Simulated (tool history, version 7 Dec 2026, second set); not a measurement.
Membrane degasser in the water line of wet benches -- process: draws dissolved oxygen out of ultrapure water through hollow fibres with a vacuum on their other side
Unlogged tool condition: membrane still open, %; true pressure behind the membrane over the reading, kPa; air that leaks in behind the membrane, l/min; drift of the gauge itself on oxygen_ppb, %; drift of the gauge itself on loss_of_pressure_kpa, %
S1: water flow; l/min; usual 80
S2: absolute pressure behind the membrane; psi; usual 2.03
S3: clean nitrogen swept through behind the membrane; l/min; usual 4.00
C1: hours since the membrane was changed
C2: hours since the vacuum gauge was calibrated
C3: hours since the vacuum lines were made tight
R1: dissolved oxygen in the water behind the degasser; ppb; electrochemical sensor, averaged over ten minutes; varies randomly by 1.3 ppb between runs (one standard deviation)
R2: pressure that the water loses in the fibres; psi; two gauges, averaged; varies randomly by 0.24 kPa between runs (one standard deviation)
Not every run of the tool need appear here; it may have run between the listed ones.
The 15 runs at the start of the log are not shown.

run,hour,S1,S2,S3,C1,C2,C3,R1,R2
16,1329.4,80,2.03,4.00,2217,3320,1103,468.0,8.844
17,1430.5,80,2.03,3.81,2318,3421,1204,481.7,8.910
18,1493.1,66,2.57,11.85,2381,3484,1266,195.4,7.310
19,1607.8,73,4.73,7.74,2496,3599,1381,614.9,8.084
20,1717.0,64,4.73,4.45,2605,3708,1490,880.7,7.079
21,1814.6,111,2.03,5.31,2702,3805,1588,496.4,12.299
22,1896.7,87,2.63,2.13,2784,3887,1670,1093.3,9.622
23,1972.8,87,2.63,2.13,2861,3963,1746,1088.5,9.591
24,2074.1,87,2.63,2.13,2962,4065,1847,1094.5,9.629
25,2130.2,116,4.60,2.19,3018,4121,1903,2231.3,12.901
26,2243.6,116,4.60,2.19,3131,4234,2017,2232.7,12.830
27,2335.0,116,4.60,2.19,3223,4326,2108,2246.7,12.846
28,2408.9,107,4.60,11.08,3297,4400,2182,627.2,11.806
29,2503.7,80,2.03,5.78,3391,4494,2277,339.7,8.844
30,2588.8,84,1.94,7.18,3477,4579,2362,281.3,9.378
31,2642.5,67,1.83,5.02,3530,4633,2416,284.8,7.453
32,2749.1,67,1.83,5.02,3637,4740,2522,285.5,7.445

Consider 4 possible next runs. They are alternatives, not a sequence: every one starts from the tool as it was left by run 32. What does each give?
A,2824.3,80,2.03,5.89,3712,4815,2598,?,?
B,2824.3,80,3.73,10.46,3712,4815,2598,?,?
C,2824.3,80,3.73,4.00,3712,4815,2598,?,?
D,2824.3,59,4.53,3.55,3712,4815,2598,?,?

run,R1,R2
A,333.3,8.892
B,400.0,8.878
C,912.2,8.905
D,946.8,6.527
The same runs, with their run-to-run variation unchanged, on a tool lacking any hidden condition would have given:
run,R1,R2
A,333.1,8.889
B,399.8,8.875
C,912.0,8.902
D,946.6,6.525

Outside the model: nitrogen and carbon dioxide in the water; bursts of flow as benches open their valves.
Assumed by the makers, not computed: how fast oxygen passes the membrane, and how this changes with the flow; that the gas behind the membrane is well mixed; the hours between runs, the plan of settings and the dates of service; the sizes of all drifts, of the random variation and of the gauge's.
